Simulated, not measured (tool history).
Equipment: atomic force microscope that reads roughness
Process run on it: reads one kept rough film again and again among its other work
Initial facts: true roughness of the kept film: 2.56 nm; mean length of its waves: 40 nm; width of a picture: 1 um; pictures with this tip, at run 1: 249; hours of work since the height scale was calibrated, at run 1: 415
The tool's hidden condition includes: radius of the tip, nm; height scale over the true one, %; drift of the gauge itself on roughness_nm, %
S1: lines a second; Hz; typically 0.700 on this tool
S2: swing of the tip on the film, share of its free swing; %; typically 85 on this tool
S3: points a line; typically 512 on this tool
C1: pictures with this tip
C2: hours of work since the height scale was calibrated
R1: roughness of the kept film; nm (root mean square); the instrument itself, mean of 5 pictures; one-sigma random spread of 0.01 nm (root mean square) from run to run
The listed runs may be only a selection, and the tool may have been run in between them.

run 1 hour=0.0 | S1=0.700 S2=85 S3=512 | C1=249 C2=415 | R1=2.148
run 2 hour=16.3 | S1=0.700 S2=85 S3=512 | C1=262 C2=422 | R1=2.121
-- hour=19.9 new tip fitted
run 3 hour=41.7 | S1=0.939 S2=85 S3=512 | C1=17 C2=432 | R1=2.202
run 4 hour=59.3 | S1=0.939 S2=85 S3=512 | C1=32 C2=439 | R1=2.209
run 5 hour=83.5 | S1=0.939 S2=85 S3=512 | C1=51 C2=449 | R1=2.215
run 6 hour=114.8 | S1=0.939 S2=85 S3=512 | C1=77 C2=462 | R1=2.169
run 7 hour=135.4 | S1=0.939 S2=85 S3=512 | C1=93 C2=470 | R1=2.170
run 8 hour=151.5 | S1=0.939 S2=85 S3=512 | C1=106 C2=476 | R1=2.142
run 9 hour=183.4 | S1=0.939 S2=69 S3=512 | C1=132 C2=489 | R1=2.262
run 10 hour=207.1 | S1=1.669 S2=85 S3=512 | C1=151 C2=499 | R1=2.005
run 11 hour=240.7 | S1=1.669 S2=85 S3=512 | C1=179 C2=512 | R1=1.975
run 12 hour=264.9 | S1=1.669 S2=85 S3=512 | C1=198 C2=522 | R1=1.941
run 13 hour=283.8 | S1=1.391 S2=85 S3=512 | C1=214 C2=530 | R1=2.005
run 14 hour=315.2 | S1=1.391 S2=85 S3=512 | C1=239 C2=542 | R1=1.984
run 15 hour=342.3 | S1=1.391 S2=85 S3=512 | C1=261 C2=553 | R1=1.957
-- hour=348.1 new tip fitted
run 16 hour=363.9 | S1=1.391 S2=85 S3=512 | C1=13 C2=562 | R1=2.133
run 17 hour=393.6 | S1=0.509 S2=58 S3=1019 | C1=37 C2=574 | R1=2.405
run 18 hour=415.0 | S1=0.700 S2=90 S3=688 | C1=54 C2=582 | R1=2.221
run 19 hour=433.6 | S1=0.987 S2=67 S3=609 | C1=69 C2=590 | R1=2.317
run 20 hour=462.8 | S1=0.987 S2=67 S3=609 | C1=93 C2=602 | R1=2.316
run 21 hour=491.0 | S1=0.700 S2=85 S3=264 | C1=116 C2=613 | R1=2.188
run 22 hour=513.3 | S1=0.700 S2=85 S3=592 | C1=134 C2=622 | R1=2.199
run 23 hour=528.7 | S1=1.474 S2=60 S3=408 | C1=146 C2=628 | R1=2.267
run 24 hour=562.9 | S1=0.577 S2=75 S3=512 | C1=174 C2=642 | R1=2.249
run 25 hour=578.5 | S1=0.655 S2=75 S3=639 | C1=187 C2=648 | R1=2.224
run 26 hour=614.2 | S1=3.405 S2=86 S3=357 | C1=216 C2=663 | R1=1.655
run 27 hour=632.7 | S1=1.361 S2=83 S3=549 | C1=231 C2=670 | R1=1.998
run 28 hour=658.3 | S1=1.361 S2=83 S3=549 | C1=251 C2=681 | R1=2.012
-- hour=675.4 new tip fitted
run 29 hour=684.7 | S1=1.361 S2=55 S3=406 | C1=7 C2=691 | R1=2.407
run 30 hour=711.0 | S1=0.598 S2=83 S3=608 | C1=29 C2=702 | R1=2.322

Run by run, hidden condition taken away, random variation retained:
run=1 R1=2.311
run=2 R1=2.292
run=3 R1=2.214
run=4 R1=2.230
run=5 R1=2.250
run=6 R1=2.221
run=7 R1=2.232
run=8 R1=2.212
run=9 R1=2.355
run=10 R1=2.099
run=11 R1=2.086
run=12 R1=2.062
run=13 R1=2.139
run=14 R1=2.132
run=15 R1=2.117
run=16 R1=2.144
run=17 R1=2.435
run=18 R1=2.259
run=19 R1=2.367
run=20 R1=2.385
run=21 R1=2.270
run=22 R1=2.294
run=23 R1=2.374
run=24 R1=2.377
run=25 R1=2.359
run=26 R1=1.769
run=27 R1=2.148
run=28 R1=2.174
run=29 R1=2.414
run=30 R1=2.345

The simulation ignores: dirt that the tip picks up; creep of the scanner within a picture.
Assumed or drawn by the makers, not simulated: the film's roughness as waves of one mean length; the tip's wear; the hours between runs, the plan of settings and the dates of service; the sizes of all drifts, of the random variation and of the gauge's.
